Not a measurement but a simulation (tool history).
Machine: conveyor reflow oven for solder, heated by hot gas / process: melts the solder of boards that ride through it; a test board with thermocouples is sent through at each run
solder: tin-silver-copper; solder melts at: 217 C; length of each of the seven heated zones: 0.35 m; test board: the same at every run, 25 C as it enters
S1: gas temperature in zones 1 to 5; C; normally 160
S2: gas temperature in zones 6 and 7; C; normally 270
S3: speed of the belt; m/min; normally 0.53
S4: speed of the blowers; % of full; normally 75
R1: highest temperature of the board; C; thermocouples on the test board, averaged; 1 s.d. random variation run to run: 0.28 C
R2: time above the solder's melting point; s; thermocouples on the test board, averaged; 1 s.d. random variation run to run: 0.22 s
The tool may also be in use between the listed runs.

run,hour,S1,S2,S3,S4,R1,R2
1,0,160,270,0.53,75,257.3,59.8
2,10.7,160,270,0.53,75,256.8,59.7
3,17.7,160,270,0.53,75,256.6,60
4,23.2,160,270,0.53,75,256.9,59.8
5,29.8,160,270,0.53,75,256.8,59.6
6,40.3,160,270,0.53,75,256.1,59.6
7,51.5,160,270,0.53,75,256.8,59.9
8,63.4,160,270,0.53,66,254.3,57.2
9,73.8,160,270,0.53,66,254.3,57.8
10,82,160,270,0.53,66,254.9,57.6
11,87.3,160,270,0.491,75,259.1,66.3
12,97.7,160,270,0.53,75,256.4,59.4
13,102.8,160,270,0.53,75,256.4,59.2
14,109.3,160,270,0.53,75,256.5,59.3
15,117.5,160,270,0.53,75,256.7,59.3
16,127.7,160,270,0.53,75,256.9,59.7
17,138.1,160,273,0.474,75,262.1,71.3
18,149.8,160,273,0.474,75,262.4,71.2
19,155.7,152,269,0.476,54,251.9,59.6
20,166.1,168,264,0.6,54,242.2,40.9
21,171.6,168,264,0.6,54,242.3,41.5
22,177.7,154,264,0.6,54,239.1,34.4
23,189.3,160,277,0.529,75,262.5,63.3
24,201.2,160,277,0.529,75,262.5,63.1
25,209.3,154,266,0.609,55,240.2,35.4
26,217.3,154,266,0.609,55,239.8,35.4
27,227.5,160,275,0.53,75,260.3,61.7
28,237.8,160,275,0.53,75,260.4,61.7
# hour 249.4: flux residue cleaned out of gas plates and filters
29,251.2,160,275,0.53,75,262.2,63.1
30,259.3,160,270,0.53,64,254.6,57.4
31,266.2,160,270,0.53,64,254.8,58.4

Alternative continuations, all from the tool just after run 31; predict every row:
A,271.8,167,275,0.53,73,?,?
B,271.8,158,270,0.53,75,?,?
C,271.8,160,270,0.507,75,?,?

run,R1,R2
A,262,65.4
B,256.6,59.8
C,258.4,64.3
Had the tool no hidden state, the same runs would have come out as:
run,R1,R2
A,262.6,64.8
B,257.2,59.3
C,259,63.8
